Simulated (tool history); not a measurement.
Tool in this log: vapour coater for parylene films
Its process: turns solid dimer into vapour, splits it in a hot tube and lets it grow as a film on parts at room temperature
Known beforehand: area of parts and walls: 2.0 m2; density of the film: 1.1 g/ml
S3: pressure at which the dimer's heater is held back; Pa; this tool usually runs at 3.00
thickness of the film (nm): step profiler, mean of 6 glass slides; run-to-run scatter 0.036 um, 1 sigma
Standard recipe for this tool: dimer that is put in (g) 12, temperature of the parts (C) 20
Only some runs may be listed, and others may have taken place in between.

{"run": 1, "day": 0.0, "dimer that is put in (g)": 12, "temperature of the parts (C)": 20, "S3": 3.0, "thickness of the film (nm)": 4390}
{"run": 2, "day": 1.842, "dimer that is put in (g)": 12, "temperature of the parts (C)": 20, "S3": 3.0, "thickness of the film (nm)": 4280}
{"run": 3, "day": 3.075, "dimer that is put in (g)": 12, "temperature of the parts (C)": 20, "S3": 3.0, "thickness of the film (nm)": 4220}
{"run": 4, "day": 4.058, "dimer that is put in (g)": 12, "temperature of the parts (C)": 20, "S3": 3.0, "thickness of the film (nm)": 4200}
{"run": 5, "day": 5.267, "dimer that is put in (g)": 12, "temperature of the parts (C)": 20, "S3": 3.0, "thickness of the film (nm)": 4230}
{"run": 6, "day": 6.262, "dimer that is put in (g)": 12, "temperature of the parts (C)": 23, "S3": 3.0, "thickness of the film (nm)": 3660}
{"run": 7, "day": 8.142, "dimer that is put in (g)": 12, "temperature of the parts (C)": 23, "S3": 3.0, "thickness of the film (nm)": 3680}
{"run": 8, "day": 9.808, "dimer that is put in (g)": 12, "temperature of the parts (C)": 17, "S3": 3.0, "thickness of the film (nm)": 4740}
{"run": 9, "day": 11.662, "dimer that is put in (g)": 12, "temperature of the parts (C)": 17, "S3": 3.0, "thickness of the film (nm)": 4760}
{"run": 10, "day": 13.029, "dimer that is put in (g)": 12, "temperature of the parts (C)": 17, "S3": 3.0, "thickness of the film (nm)": 4720}
{"run": 11, "day": 14.5, "dimer that is put in (g)": 12, "temperature of the parts (C)": 17, "S3": 3.0, "thickness of the film (nm)": 4700}
{"run": 12, "day": 15.929, "dimer that is put in (g)": 12, "temperature of the parts (C)": 20, "S3": 3.0, "thickness of the film (nm)": 4070}
{"run": 13, "day": 17.129, "dimer that is put in (g)": 12, "temperature of the parts (C)": 20, "S3": 3.0, "thickness of the film (nm)": 4160}
{"run": 14, "day": 18.142, "dimer that is put in (g)": 12, "temperature of the parts (C)": 20, "S3": 3.0, "thickness of the film (nm)": 4140}
{"run": 15, "day": 19.712, "dimer that is put in (g)": 12, "temperature of the parts (C)": 20, "S3": 3.0, "thickness of the film (nm)": 4070}
{"run": 16, "day": 20.517, "dimer that is put in (g)": 12, "temperature of the parts (C)": 20, "S3": 3.0, "thickness of the film (nm)": 4040}
{"run": 17, "day": 21.971, "dimer that is put in (g)": 12, "temperature of the parts (C)": 20, "S3": 3.0, "thickness of the film (nm)": 4050}
{"run": 18, "day": 23.471, "dimer that is put in (g)": 17, "temperature of the parts (C)": 20, "S3": 3.0, "thickness of the film (nm)": 5630}
{"run": 19, "day": 24.342, "dimer that is put in (g)": 12, "temperature of the parts (C)": 20, "S3": 2.9, "thickness of the film (nm)": 4130}
{"run": 20, "day": 25.192, "dimer that is put in (g)": 12, "temperature of the parts (C)": 20, "S3": 2.9, "thickness of the film (nm)": 4050}
{"run": 21, "day": 26.142, "dimer that is put in (g)": 12, "temperature of the parts (C)": 20, "S3": 2.9, "thickness of the film (nm)": 4030}
{"run": 22, "day": 27.688, "dimer that is put in (g)": 12, "temperature of the parts (C)": 20, "S3": 3.0, "thickness of the film (nm)": 3950}
{"run": 23, "day": 28.717, "dimer that is put in (g)": 12, "temperature of the parts (C)": 20, "S3": 3.0, "thickness of the film (nm)": 4010}
{"run": 24, "day": 30.35, "dimer that is put in (g)": 16, "temperature of the parts (C)": 20, "S3": 2.84, "thickness of the film (nm)": 5300}
{"run": 25, "day": 31.288, "dimer that is put in (g)": 12, "temperature of the parts (C)": 26, "S3": 4.99, "thickness of the film (nm)": 2620}
{"run": 26, "day": 32.783, "dimer that is put in (g)": 20, "temperature of the parts (C)": 15, "S3": 9.19, "thickness of the film (nm)": 6210}
{"run": 27, "day": 34.0, "dimer that is put in (g)": 20, "temperature of the parts (C)": 15, "S3": 9.19, "thickness of the film (nm)": 6190}
{"day": 35.362, "done": "trap's valve overhauled"}
{"run": 28, "day": 35.512, "dimer that is put in (g)": 20, "temperature of the parts (C)": 15, "S3": 9.19, "thickness of the film (nm)": 7090}
{"run": 29, "day": 37.383, "dimer that is put in (g)": 20, "temperature of the parts (C)": 15, "S3": 10.05, "thickness of the film (nm)": 6840}
{"run": 30, "day": 38.442, "dimer that is put in (g)": 20, "temperature of the parts (C)": 15, "S3": 10.05, "thickness of the film (nm)": 6730}
{"run": 31, "day": 40.033, "dimer that is put in (g)": 20, "temperature of the parts (C)": 15, "S3": 10.05, "thickness of the film (nm)": 6790}
{"run": 32, "day": 41.875, "dimer that is put in (g)": 12, "temperature of the parts (C)": 28, "S3": 3.0, "thickness of the film (nm)": 2990}
{"run": 33, "day": 43.154, "dimer that is put in (g)": 12, "temperature of the parts (C)": 28, "S3": 3.0, "thickness of the film (nm)": 3060}
{"run": 34, "day": 44.779, "dimer that is put in (g)": 12, "temperature of the parts (C)": 28, "S3": 3.0, "thickness of the film (nm)": 3020}
{"run": 35, "day": 46.408, "dimer that is put in (g)": 21, "temperature of the parts (C)": 28, "S3": 3.0, "thickness of the film (nm)": 5220}
{"run": 36, "day": 47.404, "dimer that is put in (g)": 12, "temperature of the parts (C)": 25, "S3": 4.4, "thickness of the film (nm)": 3110}
{"run": 37, "day": 48.629, "dimer that is put in (g)": 5, "temperature of the parts (C)": 20, "S3": 5.91, "thickness of the film (nm)": 1500}
{"day": 48.954, "done": "table's thermometer calibrated"}
{"run": 38, "day": 49.821, "dimer that is put in (g)": 9, "temperature of the parts (C)": 21, "S3": 4.13, "thickness of the film (nm)": 2870}
{"run": 39, "day": 51.317, "dimer that is put in (g)": 11, "temperature of the parts (C)": 30, "S3": 10.97, "thickness of the film (nm)": 1880}
{"run": 40, "day": 52.754, "dimer that is put in (g)": 12, "temperature of the parts (C)": 27, "S3": 8.36, "thickness of the film (nm)": 2440}
{"run": 41, "day": 53.883, "dimer that is put in (g)": 12, "temperature of the parts (C)": 23, "S3": 8.36, "thickness of the film (nm)": 2950}
{"run": 42, "day": 55.429, "dimer that is put in (g)": 12, "temperature of the parts (C)": 23, "S3": 8.36, "thickness of the film (nm)": 2900}
{"run": 43, "day": 56.375, "dimer that is put in (g)": 12, "temperature of the parts (C)": 23, "S3": 8.36, "thickness of the film (nm)": 2930}
{"run": 44, "day": 58.062, "dimer that is put in (g)": 22, "temperature of the parts (C)": 17, "S3": 3.0, "thickness of the film (nm)": 8890}

How would selected steps in thickness of the film (nm) from run to run divide? Give the signed amount a tool lacking its hidden state would still show from settings, what came in and random variation, and the signed amount left for the hidden state, including any gauge scatter that is not in both of the compared results.
Hidden conditions of the tool in this case: vapour lost through the trap's worn valve, %; true temperature of the parts over the reading, C; drift of the gauge itself on film_um, %.
Run 24 -> 25: dimer that is put in (g) 16 -> 12, temperature of the parts (C) 20 -> 26, S3 2.84 -> 4.99. thickness of the film (nm) -2680: hidden state +380, all else -3060.
Run 25 -> 26: dimer that is put in (g) 12 -> 20, temperature of the parts (C) 26 -> 15, S3 4.99 -> 9.19. thickness of the film (nm) +3590: hidden state -570, all else +4160.
Run 27 -> 28: trap's valve overhauled. thickness of the film (nm) +900: hidden state +810, all else +90.
Run 31 -> 32: dimer that is put in (g) 20 -> 12, temperature of the parts (C) 15 -> 28, S3 10.05 -> 3.00. thickness of the film (nm) -3800: hidden state +110, all else -3910.
Run 43 -> 44: dimer that is put in (g) 12 -> 22, temperature of the parts (C) 23 -> 17, S3 8.36 -> 3.00. thickness of the film (nm) +5960: hidden state -370, all else +6330.

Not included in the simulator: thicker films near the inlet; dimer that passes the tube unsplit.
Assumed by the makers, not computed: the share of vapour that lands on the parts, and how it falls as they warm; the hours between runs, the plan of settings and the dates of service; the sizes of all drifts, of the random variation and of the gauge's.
